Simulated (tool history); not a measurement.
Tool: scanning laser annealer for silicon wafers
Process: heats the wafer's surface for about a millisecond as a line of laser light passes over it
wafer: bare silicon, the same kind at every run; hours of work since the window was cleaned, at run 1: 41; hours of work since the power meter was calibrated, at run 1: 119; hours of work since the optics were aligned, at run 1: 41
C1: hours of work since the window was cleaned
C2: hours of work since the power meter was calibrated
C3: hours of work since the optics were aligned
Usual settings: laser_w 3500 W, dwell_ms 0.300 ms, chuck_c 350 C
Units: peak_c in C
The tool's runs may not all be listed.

run 1 hour=0.0 | laser_w=3500 dwell_ms=0.300 chuck_c=350 | C1=41 C2=119 C3=41 | peak_c=1069
run 2 hour=28.7 | laser_w=3500 dwell_ms=0.300 chuck_c=350 | C1=58 C2=136 C3=58 | peak_c=1067
run 3 hour=65.0 | laser_w=3500 dwell_ms=0.300 chuck_c=350 | C1=80 C2=158 C3=80 | peak_c=1069
run 4 hour=95.3 | laser_w=3500 dwell_ms=0.300 chuck_c=332 | C1=98 C2=176 C3=98 | peak_c=1047
run 5 hour=124.8 | laser_w=3500 dwell_ms=0.300 chuck_c=350 | C1=116 C2=194 C3=116 | peak_c=1065
run 6 hour=156.1 | laser_w=3500 dwell_ms=0.300 chuck_c=350 | C1=135 C2=213 C3=135 | peak_c=1065
run 7 hour=173.1 | laser_w=3500 dwell_ms=0.300 chuck_c=350 | C1=145 C2=223 C3=145 | peak_c=1063
run 8 hour=195.0 | laser_w=3500 dwell_ms=0.213 chuck_c=350 | C1=158 C2=236 C3=158 | peak_c=952
run 9 hour=217.6 | laser_w=3500 dwell_ms=0.300 chuck_c=350 | C1=171 C2=249 C3=171 | peak_c=1065
-- hour=223.5 laser's power meter calibrated
run 10 hour=244.6 | laser_w=3500 dwell_ms=0.300 chuck_c=375 | C1=186 C2=13 C3=186 | peak_c=1084
run 11 hour=269.9 | laser_w=3500 dwell_ms=0.300 chuck_c=375 | C1=201 C2=28 C3=201 | peak_c=1088
run 12 hour=293.2 | laser_w=3481 dwell_ms=0.300 chuck_c=375 | C1=215 C2=42 C3=215 | peak_c=1080
run 13 hour=312.2 | laser_w=3481 dwell_ms=0.300 chuck_c=329 | C1=226 C2=53 C3=226 | peak_c=1037
-- hour=331.0 laser's power meter calibrated, once more
run 14 hour=350.3 | laser_w=3500 dwell_ms=0.248 chuck_c=350 | C1=247 C2=12 C3=247 | peak_c=999
run 15 hour=367.8 | laser_w=3328 dwell_ms=0.243 chuck_c=329 | C1=258 C2=22 C3=258 | peak_c=932
run 16 hour=399.2 | laser_w=3104 dwell_ms=0.226 chuck_c=345 | C1=277 C2=41 C3=277 | peak_c=881
run 17 hour=433.3 | laser_w=3425 dwell_ms=0.290 chuck_c=349 | C1=297 C2=61 C3=297 | peak_c=1030
run 18 hour=454.4 | laser_w=3032 dwell_ms=0.256 chuck_c=349 | C1=310 C2=74 C3=310 | peak_c=905
run 19 hour=469.2 | laser_w=3591 dwell_ms=0.356 chuck_c=388 | C1=319 C2=83 C3=319 | peak_c=1178
run 20 hour=491.6 | laser_w=3815 dwell_ms=0.300 chuck_c=333 | C1=332 C2=96 C3=332 | peak_c=1108
run 21 hour=509.6 | laser_w=3766 dwell_ms=0.272 chuck_c=341 | C1=343 C2=107 C3=343 | peak_c=1066
run 22 hour=533.8 | laser_w=3766 dwell_ms=0.272 chuck_c=367 | C1=357 C2=121 C3=357 | peak_c=1095
run 23 hour=562.7 | laser_w=3500 dwell_ms=0.274 chuck_c=342 | C1=375 C2=139 C3=375 | peak_c=1016
run 24 hour=589.2 | laser_w=3500 dwell_ms=0.274 chuck_c=382 | C1=390 C2=155 C3=390 | peak_c=1057
run 25 hour=608.6 | laser_w=3088 dwell_ms=0.335 chuck_c=349 | C1=402 C2=166 C3=402 | peak_c=996

Forecast each of these 5 alternatives for the next run:
run A hour=629.3 | laser_w=3264 dwell_ms=0.337 chuck_c=354 | C1=414 C2=179 C3=414 | peak_c=?
run B hour=629.3 | laser_w=3088 dwell_ms=0.335 chuck_c=324 | C1=414 C2=179 C3=414 | peak_c=?
run C hour=629.3 | laser_w=3500 dwell_ms=0.239 chuck_c=350 | C1=414 C2=179 C3=414 | peak_c=?
run D hour=629.3 | laser_w=3504 dwell_ms=0.254 chuck_c=351 | C1=414 C2=179 C3=414 | peak_c=?
run E hour=629.3 | laser_w=3088 dwell_ms=0.335 chuck_c=313 | C1=414 C2=179 C3=414 | peak_c=?

run=A peak_c=1041
run=B peak_c=971
run=C peak_c=977
run=D peak_c=998
run=E peak_c=958
Without the tool's hidden state the same runs would have given:
run=A peak_c=1060
run=B peak_c=989
run=C peak_c=994
run=D peak_c=1017
run=E peak_c=976
